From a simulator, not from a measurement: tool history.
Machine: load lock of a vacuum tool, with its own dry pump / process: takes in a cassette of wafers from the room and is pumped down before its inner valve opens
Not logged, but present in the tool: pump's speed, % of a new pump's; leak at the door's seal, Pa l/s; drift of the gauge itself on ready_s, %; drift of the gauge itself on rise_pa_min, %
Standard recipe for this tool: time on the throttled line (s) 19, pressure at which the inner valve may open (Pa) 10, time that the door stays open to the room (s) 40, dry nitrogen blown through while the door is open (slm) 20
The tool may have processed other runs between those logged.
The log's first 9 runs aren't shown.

run,hour,time on the throttled line (s),pressure at which the inner valve may open (Pa),time that the door stays open to the room (s),dry nitrogen blown through while the door is open (slm),hours that the pump has run since its overhaul,times that the door has closed on its seal,"incoming humidity of the room's air, %",time from the closed door until the inner valve may open (s),rise of the pressure with all valves shut (Pa/min)
10,950.0,13,10,40,20,4325,14898,45.5,24.4,0.175
11,1064.6,19,10,40,20,4440,15277,45.3,30.7,0.188
12,1146.0,19,10,146,20,4521,15546,44.4,30.9,0.234
13,1222.4,19,10,146,20,4598,15799,43.3,30.8,0.242
14,1334.6,19,10,146,20,4710,16170,45.8,30.2,0.253
15,1399.7,19,10,146,20,4775,16385,48.0,30.2,0.262
16,1534.1,19,10,146,21,4909,16830,47.0,30.4,0.257
17,1598.5,10,13,122,22,4974,17043,43.2,21.6,0.245
18,1687.9,11,13,122,35,5063,17338,45.1,22.9,0.230
19,1821.1,11,10,40,17,5196,17778,45.1,23.1,0.223
20,1949.6,15,10,40,20,5325,18203,44.9,26.7,0.224
21,2020.8,15,10,40,20,5396,18439,42.4,26.9,0.224
22,2077.5,15,10,40,20,5453,18626,44.4,26.7,0.230
23,2177.4,17,13,38,9,5553,18957,44.0,28.5,0.243
24,2270.5,17,13,38,9,5646,19265,44.4,28.0,0.245
25,2373.5,16,15,45,13,5749,19605,45.1,26.9,0.257
26,2504.9,16,16,27,20,5880,20040,45.6,26.8,0.231
27,2631.1,29,10,84,20,6006,20457,43.2,39.7,0.262
28,2757.3,29,10,84,20,6132,20874,46.1,39.6,0.287
29,2841.1,28,10,181,20,6216,21152,44.7,38.4,0.325
30,2914.0,25,19,48,4,6289,21392,44.7,34.8,0.304

Below are 4 alternative next runs, each starting from the tool's condition after run 30. Predict each:
A,3015.4,19,9,40,20,6391,21728,42.6,?,?
B,3015.4,20,19,59,5,6391,21728,45.3,?,?
C,3015.4,25,13,48,8,6391,21728,42.2,?,?
D,3015.4,19,14,40,20,6391,21728,46.1,?,?

run,time from the closed door until the inner valve may open (s),rise of the pressure with all valves shut (Pa/min)
A,30.4,0.270
B,30.7,0.309
C,35.9,0.291
D,29.8,0.274
With no hidden state in the tool, these same runs would have given:
run,time from the closed door until the inner valve may open (s),rise of the pressure with all valves shut (Pa/min)
A,29.6,0.064
B,29.9,0.106
C,35.2,0.084
D,29.1,0.066

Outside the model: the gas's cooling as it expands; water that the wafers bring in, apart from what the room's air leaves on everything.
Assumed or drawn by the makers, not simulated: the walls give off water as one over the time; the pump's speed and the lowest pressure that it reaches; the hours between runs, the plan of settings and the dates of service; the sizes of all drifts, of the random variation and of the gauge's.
